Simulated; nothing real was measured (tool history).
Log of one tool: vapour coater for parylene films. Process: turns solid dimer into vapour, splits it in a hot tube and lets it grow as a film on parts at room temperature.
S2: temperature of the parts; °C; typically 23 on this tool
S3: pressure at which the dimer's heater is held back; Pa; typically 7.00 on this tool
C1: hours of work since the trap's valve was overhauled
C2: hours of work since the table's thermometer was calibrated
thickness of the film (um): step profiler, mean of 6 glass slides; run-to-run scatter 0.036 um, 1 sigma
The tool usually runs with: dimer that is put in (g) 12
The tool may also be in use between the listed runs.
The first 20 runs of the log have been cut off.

Run 21, day 33.575: usual settings but S3 2.05 Pa; C1 274; C2 431. Result: thickness of the film (um) 5.74.
Run 22, day 35.617: usual settings but S3 2.05 Pa; C1 296; C2 453. Result: thickness of the film (um) 5.71.
Run 23, day 36.933: usual settings but dimer that is put in (g) 17, S3 3.48 Pa; C1 311; C2 467. Result: thickness of the film (um) 7.46.
Run 24, day 38.746: usual settings but dimer that is put in (g) 17, S3 3.48 Pa; C1 330; C2 487. Result: thickness of the film (um) 7.30.
Run 25, day 39.921: usual settings but dimer that is put in (g) 8, S2 28 °C, S3 3.48 Pa; C1 343; C2 499. Result: thickness of the film (um) 3.14.
Run 26, day 41.912: usual settings but S3 10.14 Pa; C1 364; C2 521. Result: thickness of the film (um) 4.39.
Run 27, day 43.971: usual settings but S3 10.14 Pa; C1 387; C2 543. Result: thickness of the film (um) 4.35.
Run 28, day 46.092: usual settings but dimer that is put in (g) 21, S3 10.14 Pa; C1 410; C2 566. Result: thickness of the film (um) 7.66.
Run 29, day 48.412: usual settings but dimer that is put in (g) 7, S3 3.47 Pa; C1 435; C2 591. Result: thickness of the film (um) 2.98.
At day 48.862: trap's valve overhauled.
Run 30, day 50.021: usual settings but dimer that is put in (g) 15, S2 22 °C, S3 4.72 Pa; C1 13; C2 607. Result: thickness of the film (um) 6.87.
Run 31, day 51.738: usual settings but dimer that is put in (g) 15, S2 22 °C, S3 4.72 Pa; C1 31; C2 626. Result: thickness of the film (um) 6.93.
Run 32, day 53.079: usual settings but dimer that is put in (g) 5; C1 46; C2 640. Result: thickness of the film (um) 2.12.
Run 33, day 54.379: usual settings but dimer that is put in (g) 5, S3 4.14 Pa; C1 60; C2 654. Result: thickness of the film (um) 2.30.
Run 34, day 55.525: usual settings but dimer that is put in (g) 5, S3 4.14 Pa; C1 72; C2 667. Result: thickness of the film (um) 2.25.
Run 35, day 57.362: usual settings but dimer that is put in (g) 5, S3 4.14 Pa; C1 92; C2 687. Result: thickness of the film (um) 2.23.

What does the tool deliver on the next run?
Run 36, day 59.308: usual settings but dimer that is put in (g) 5, S3 4.14 Pa; C1 113; C2 708. Result: thickness of the film (um) ?.

Run 36 measured thickness of the film (um) 2.21.
With the hidden condition absent and the run-to-run variation left alone, this run would have shown thickness of the film (um) 2.33.
